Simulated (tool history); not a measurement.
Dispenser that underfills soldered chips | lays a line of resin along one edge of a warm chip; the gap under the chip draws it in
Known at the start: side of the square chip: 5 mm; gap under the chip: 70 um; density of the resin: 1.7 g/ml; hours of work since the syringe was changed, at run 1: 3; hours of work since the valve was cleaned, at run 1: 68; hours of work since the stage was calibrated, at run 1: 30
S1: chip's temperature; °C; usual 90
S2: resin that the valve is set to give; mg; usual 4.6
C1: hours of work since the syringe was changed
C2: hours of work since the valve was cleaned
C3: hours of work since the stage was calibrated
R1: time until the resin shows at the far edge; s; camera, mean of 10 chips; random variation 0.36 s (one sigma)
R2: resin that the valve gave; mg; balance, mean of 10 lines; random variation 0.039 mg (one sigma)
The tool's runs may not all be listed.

run    day   S1    S2  C1  C2   C3    R1    R2
  1      0   90   4.6   3  68   30  27.8  4.27
  2  0.179   90   4.6   6  71   33  36.7  4.28
     0.229  -- new syringe of resin
  3  0.338   90   4.6   2  74   36  24.5  4.29
  4  0.567   78   4.6   6  78   40  50.2  4.21
     0.629  -- new syringe of resin
  5  0.817   78   4.6   3  82   45  39.7  4.25
  6  0.971   90   4.6   6  85   48  36.1  4.15
     1.025  -- new syringe of resin
  7  1.158   90   4.6   2  88   51  25.4  4.25
  8  1.296   90   4.6   5  91   53  32.6  4.21
     1.425  -- new syringe of resin
     1.479  -- dispensing valve cleaned and set on the balance
  9  1.567   90   4.6   2   2   57  24.2  4.62
 10  1.767   90   4.6   5   5   61  33.1  4.53
     1.858  -- new syringe of resin
 11  1.958   90   4.6   2   9   64  24.6  4.59
 12  2.142   90   4.6   5  12   67  32.4  4.52
     2.262  -- new syringe of resin
 13  2.312   90  4.36   1  15   70    23  4.34
 14  2.462   90  4.36   4  18   73  29.5  4.29
     2.662  -- new syringe of resin
 15  2.738   83   4.6   1  22   78  28.1  4.54
 16   2.85   90   4.6   3  24   80  27.7  4.47
     3.062  -- new syringe of resin
 17  3.096   90   4.6   1  29   84  21.4  4.49
 18    3.3   84   4.6   4  32   88  36.2   4.4
     3.462  -- new syringe of resin
 19  3.533   91  5.18   1  36   92  23.3  5.05
 20  3.754   91  5.18   5  41   96    32     5
     3.854  -- new syringe of resin
 21  3.983   88   4.6   2  44  100    28  4.48
     4.246  -- new syringe of resin
 22  4.254  100   4.6   0  49  105  16.8  4.33
 23  4.442   98  4.65   4  53  108  22.3  4.42
     4.642  -- new syringe of resin
 24    4.7   90  4.81   1  57  113  23.1  4.53
 25  4.892   77  4.08   5  61  116  46.9  3.84
     5.038  -- new syringe of resin
 26   5.15   77  4.12   2  65  121  36.5  3.92
 27  5.379   90  4.32   6  69  125  35.6  4.09
     5.438  -- new syringe of resin
 28   5.65   96   4.6   4  74  130  24.7  4.31
 29  5.783   80  4.63   6  76  132  48.1  4.32
     5.833  -- new syringe of resin
 30  5.908  103  5.42   1  79  134    16  5.01
 31  6.054   81  5.26   4  81  137  37.4   4.9
     6.242  -- new syringe of resin
 32  6.304   94  4.01   1  86  141    23  3.67
 33  6.467   94  4.01   4  89  144  28.5  3.67
     6.638  -- new syringe of resin
 34  6.692   79   5.1   1  92  148  30.9  4.65
     6.775  -- dispensing valve cleaned and set on the balance
 35   6.85   98  4.21   3   1  150  22.1  4.21

Some steps in R1 between neighbouring runs. How much of each would the tool show without its hidden state too (settings, what came in, random variation), and how much is left for the hidden state, with any gauge scatter that isn't in both results?
The hidden state here: resin's viscosity, % of fresh resin's; dose that the valve gives, % of what is set; true chip temperature over the reading, C; drift of the gauge itself on fill_s, %; drift of the gauge itself on given_mg, %.
Run 3 -> 4: S1 90 -> 78. R1 +25.7 s: hidden state +17.1, all else +8.6.
Run 24 -> 25: S1 90 -> 77, S2 4.81 -> 4.08. R1 +23.8 s: hidden state +13.6, all else +10.2.
Run 29 -> 30: S1 80 -> 103, S2 4.63 -> 5.42, new syringe of resin. R1 -32.1 s: hidden state -18.2, all else -13.9.

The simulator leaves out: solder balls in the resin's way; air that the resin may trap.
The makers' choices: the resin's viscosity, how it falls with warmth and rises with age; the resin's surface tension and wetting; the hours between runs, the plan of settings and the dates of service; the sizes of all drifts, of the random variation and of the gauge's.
